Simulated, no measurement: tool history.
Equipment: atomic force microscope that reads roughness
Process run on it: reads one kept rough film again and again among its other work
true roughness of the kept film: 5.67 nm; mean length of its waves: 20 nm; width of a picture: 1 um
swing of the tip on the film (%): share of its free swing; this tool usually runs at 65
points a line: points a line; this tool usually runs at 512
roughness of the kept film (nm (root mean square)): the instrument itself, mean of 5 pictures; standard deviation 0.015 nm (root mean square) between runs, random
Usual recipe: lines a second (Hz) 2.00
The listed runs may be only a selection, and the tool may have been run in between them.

run    hour  lines a second (Hz)  swing of the tip on the film (%)  points a line  roughness of the kept film (nm (root mean square))
  1     0.0                 2.00                                65            512                                               2.993
  2    55.6                 2.00                                79            512                                               1.798
       73.0  -- new tip fitted
  3    95.2                 2.00                                65            512                                               2.628
  4   140.8                 2.00                                65            512                                               1.836
      158.6  -- new tip fitted
  5   173.5                 2.00                                65            512                                               2.882
  6   223.3                 2.00                                65            512                                               1.902
      244.0  -- new tip fitted
  7   296.8                 2.00                                65            576                                               2.019
      333.2  -- new tip fitted
  8   333.2                 2.00                                65            576                                               3.382
      359.7  -- height scale calibrated on a step standard
  9   397.3                 2.00                                74            576                                               1.954
      419.3  -- new tip fitted
 10   466.9                 2.00                                74            576                                               2.093
      506.5  -- new tip fitted
 11   508.3                 2.00                                74            576                                               3.329
 12   558.2                 2.67                                65            512                                               2.019
      593.0  -- new tip fitted
 13   613.8                 2.67                                65            512                                               2.730
 14   677.0                 2.67                                65            512                                               1.658
      681.9  -- new tip fitted
 15   742.8                 2.67                                65            512                                               1.883
      769.9  -- new tip fitted
 16   776.9                 2.00                                65            512                                               3.138
 17   837.1                 2.00                                65            512                                               1.851
      856.4  -- new tip fitted
 18   899.7                 2.00                                65            512                                               2.168
      944.7  -- new tip fitted
 19   965.0                 2.00                                65            512                                               2.727
 20  1015.2                 2.00                                65            512                                               1.803
     1031.4  -- new tip fitted
 21  1064.5                 2.00                                65            512                                               2.373
     1119.0  -- new tip fitted
 22  1128.6                 2.00                                65            972                                               3.098
 23  1169.3                 2.00                                65            972                                               2.063
     1205.5  -- new tip fitted
 24  1236.6                 2.00                                67            552                                               2.363

Run 25 comes next. What will it give?
     1295.8  -- new tip fitted
 25  1303.9                 2.00                                67            552                                                   ?

roughness of the kept film (nm (root mean square)): 3.188
Minus the tool's unlogged condition, the same run would have read roughness of the kept film (nm (root mean square)) 3.489.

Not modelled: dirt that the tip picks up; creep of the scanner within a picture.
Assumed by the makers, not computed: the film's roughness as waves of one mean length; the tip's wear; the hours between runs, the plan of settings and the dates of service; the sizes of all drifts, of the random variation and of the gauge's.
